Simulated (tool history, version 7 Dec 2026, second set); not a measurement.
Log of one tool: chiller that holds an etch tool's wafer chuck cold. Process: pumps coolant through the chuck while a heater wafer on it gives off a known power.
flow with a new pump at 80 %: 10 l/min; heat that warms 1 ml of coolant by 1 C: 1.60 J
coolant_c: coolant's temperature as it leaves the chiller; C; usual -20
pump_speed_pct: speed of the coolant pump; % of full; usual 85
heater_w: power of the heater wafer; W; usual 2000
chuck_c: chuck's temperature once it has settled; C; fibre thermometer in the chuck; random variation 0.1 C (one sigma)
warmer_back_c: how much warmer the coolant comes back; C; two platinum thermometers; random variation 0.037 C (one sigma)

run 1 hour=0.0 | coolant_c=-20 pump_speed_pct=85 heater_w=2000 | chuck_c=-1.0 warmer_back_c=7.12
run 2 hour=80.8 | coolant_c=-20 pump_speed_pct=85 heater_w=2000 | chuck_c=-0.8 warmer_back_c=7.17
run 3 hour=164.0 | coolant_c=-18 pump_speed_pct=85 heater_w=2000 | chuck_c=0.9 warmer_back_c=7.11
run 4 hour=237.5 | coolant_c=-20 pump_speed_pct=91 heater_w=2000 | chuck_c=-1.7 warmer_back_c=6.61
run 5 hour=348.1 | coolant_c=-20 pump_speed_pct=68 heater_w=2000 | chuck_c=2.6 warmer_back_c=9.14
run 6 hour=463.1 | coolant_c=-20 pump_speed_pct=85 heater_w=2000 | chuck_c=-0.7 warmer_back_c=7.16
run 7 hour=555.6 | coolant_c=-20 pump_speed_pct=85 heater_w=2493 | chuck_c=4.0 warmer_back_c=8.93
-- hour=575.2 chiller's thermometer calibrated
run 8 hour=618.0 | coolant_c=-19 pump_speed_pct=85 heater_w=2566 | chuck_c=5.5 warmer_back_c=9.19
run 9 hour=748.0 | coolant_c=-22 pump_speed_pct=85 heater_w=2251 | chuck_c=-0.4 warmer_back_c=8.15
run 10 hour=862.4 | coolant_c=-19 pump_speed_pct=97 heater_w=2783 | chuck_c=5.5 warmer_back_c=8.81
run 11 hour=989.6 | coolant_c=-20 pump_speed_pct=67 heater_w=2783 | chuck_c=11.9 warmer_back_c=13.12
run 12 hour=1120.3 | coolant_c=-20 pump_speed_pct=79 heater_w=2428 | chuck_c=4.9 warmer_back_c=9.58
run 13 hour=1210.2 | coolant_c=-20 pump_speed_pct=79 heater_w=2428 | chuck_c=5.1 warmer_back_c=9.58

3 ways to go on from here, each from the tool as it stands after run 13. What would each give?
run A hour=1337.5 | coolant_c=-27 pump_speed_pct=79 heater_w=2132 | chuck_c=? warmer_back_c=?
run B hour=1337.5 | coolant_c=-20 pump_speed_pct=79 heater_w=1166 | chuck_c=? warmer_back_c=?
run C hour=1337.5 | coolant_c=-20 pump_speed_pct=83 heater_w=2000 | chuck_c=? warmer_back_c=?

run=A chuck_c=-5.1 warmer_back_c=8.46
run=B chuck_c=-7.8 warmer_back_c=4.64
run=C chuck_c=-0.1 warmer_back_c=7.48
Without the tool's hidden state the same runs would have given:
run=A chuck_c=-6.3 warmer_back_c=8.11
run=B chuck_c=-8.6 warmer_back_c=4.45
run=C chuck_c=-1.3 warmer_back_c=7.17

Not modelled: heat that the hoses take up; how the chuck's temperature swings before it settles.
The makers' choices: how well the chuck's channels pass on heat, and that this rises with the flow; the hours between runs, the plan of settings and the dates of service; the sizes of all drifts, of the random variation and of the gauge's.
